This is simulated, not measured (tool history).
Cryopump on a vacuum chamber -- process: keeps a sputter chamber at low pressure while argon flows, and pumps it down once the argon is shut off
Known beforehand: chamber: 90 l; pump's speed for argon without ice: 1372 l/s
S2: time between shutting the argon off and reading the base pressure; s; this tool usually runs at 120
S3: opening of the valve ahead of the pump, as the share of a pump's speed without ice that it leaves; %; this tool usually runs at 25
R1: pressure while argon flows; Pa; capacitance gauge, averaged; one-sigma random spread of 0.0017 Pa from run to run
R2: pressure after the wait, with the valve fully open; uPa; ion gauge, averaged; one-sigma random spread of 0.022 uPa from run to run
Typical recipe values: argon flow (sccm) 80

Run 1, day 0: usual settings. Result: R1 0.4106 Pa, R2 1.59 uPa.
At day 0.867: pump warmed up, emptied and cooled again.
Run 2, day 1.304: usual settings but argon flow (sccm) 41. Result: R1 0.2038 Pa, R2 1.37 uPa.
Run 3, day 2.338: usual settings. Result: R1 0.3936 Pa, R2 1.41 uPa.
Run 4, day 3.379: usual settings. Result: R1 0.3969 Pa, R2 1.42 uPa.
Run 5, day 4.138: usual settings. Result: R1 0.3961 Pa, R2 1.49 uPa.
Run 6, day 5.375: usual settings. Result: R1 0.3972 Pa, R2 1.47 uPa.
Run 7, day 5.975: usual settings. Result: R1 0.3978 Pa, R2 1.48 uPa.
Run 8, day 6.812: usual settings but S3 28 %. Result: R1 0.3558 Pa, R2 1.53 uPa.
Run 9, day 8.017: usual settings but S3 28 %. Result: R1 0.356 Pa, R2 1.48 uPa.
Run 10, day 8.604: usual settings but S3 28 %. Result: R1 0.3561 Pa, R2 1.52 uPa.
Run 11, day 9.846: usual settings but S3 28 %. Result: R1 0.3542 Pa, R2 1.44 uPa.
Run 12, day 10.462: usual settings but S3 28 %. Result: R1 0.3604 Pa, R2 1.53 uPa.
Run 13, day 11.846: usual settings but argon flow (sccm) 135. Result: R1 0.6739 Pa, R2 1.56 uPa.
Run 14, day 12.746: usual settings but argon flow (sccm) 135. Result: R1 0.6748 Pa, R2 1.53 uPa.
Run 15, day 13.704: usual settings but argon flow (sccm) 135. Result: R1 0.6749 Pa, R2 1.59 uPa.
Run 16, day 14.704: usual settings but argon flow (sccm) 135. Result: R1 0.68 Pa, R2 1.48 uPa.
Run 17, day 16.129: usual settings but argon flow (sccm) 135. Result: R1 0.6796 Pa, R2 1.53 uPa.
Run 18, day 17.146: usual settings but argon flow (sccm) 135. Result: R1 0.6783 Pa, R2 1.56 uPa.
Run 19, day 18.575: usual settings but argon flow (sccm) 34, S2 50 s, S3 33 %. Result: R1 0.1311 Pa, R2 2.15 uPa.
Run 20, day 19.246: usual settings but S3 45 %. Result: R1 0.227 Pa, R2 1.59 uPa.
Run 21, day 19.975: usual settings but argon flow (sccm) 64, S3 55 %. Result: R1 0.1519 Pa, R2 1.59 uPa.
Run 22, day 21.183: usual settings but S2 68 s. Result: R1 0.4036 Pa, R2 1.91 uPa.
Run 23, day 22.408: usual settings but S2 57 s. Result: R1 0.4027 Pa, R2 2.07 uPa.
Run 24, day 23.354: usual settings but argon flow (sccm) 46, S2 57 s, S3 16 %. Result: R1 0.3598 Pa, R2 2.04 uPa.
Run 25, day 24.7: usual settings but argon flow (sccm) 46, S2 57 s, S3 16 %. Result: R1 0.3571 Pa, R2 2.12 uPa.
Run 26, day 25.562: usual settings but argon flow (sccm) 46, S2 57 s, S3 16 %. Result: R1 0.3618 Pa, R2 2.12 uPa.
Run 27, day 26.925: usual settings but argon flow (sccm) 46, S2 57 s, S3 16 %. Result: R1 0.3603 Pa, R2 2.16 uPa.
Run 28, day 28.304: usual settings but argon flow (sccm) 46, S2 57 s, S3 16 %. Result: R1 0.3604 Pa, R2 2.15 uPa.
Run 29, day 29.046: usual settings but argon flow (sccm) 48, S2 57 s, S3 16 %. Result: R1 0.3742 Pa, R2 2.16 uPa.
Run 30, day 30.054: usual settings but argon flow (sccm) 37, S3 21 %. Result: R1 0.2241 Pa, R2 1.75 uPa.
Run 31, day 31.042: usual settings but argon flow (sccm) 37, S3 21 %. Result: R1 0.224 Pa, R2 1.7 uPa.
Run 32, day 31.879: usual settings but argon flow (sccm) 126, S2 22 s, S3 38 %. Result: R1 0.4332 Pa, R2 3.6 uPa.
Run 33, day 32.596: usual settings but argon flow (sccm) 47, S2 24 s, S3 56 %. Result: R1 0.1123 Pa, R2 3.35 uPa.
Run 34, day 33.217: usual settings but argon flow (sccm) 47, S2 24 s, S3 56 %. Result: R1 0.1132 Pa, R2 3.38 uPa.
Run 35, day 33.892: usual settings but argon flow (sccm) 53. Result: R1 0.2719 Pa, R2 1.73 uPa.

Alternative continuations, all from the tool just after run 35; predict every row:
At day 34.571: pump warmed up, emptied and cooled again.
Run A, day 35.308: usual settings but argon flow (sccm) 41, S2 54 s, S3 34 %. Result: R1 ?, R2 ?.
At day 34.571: pump warmed up, emptied and cooled again.
Run B, day 35.308: usual settings but argon flow (sccm) 53, S2 190 s, S3 43 %. Result: R1 ?, R2 ?.
At day 34.571: pump warmed up, emptied and cooled again.
Run C, day 35.308: usual settings but argon flow (sccm) 33, S2 26 s, S3 20 %. Result: R1 ?, R2 ?.

run      R1    R2
  A  0.1494  2.06
  B  0.1538  1.43
  C  0.2041  3.09
Stripped of hidden state, with their random variation kept, the same runs would have yielded:
run      R1    R2
  A  0.1486  1.08
  B  0.1528  0.46
  C  0.2035  2.09
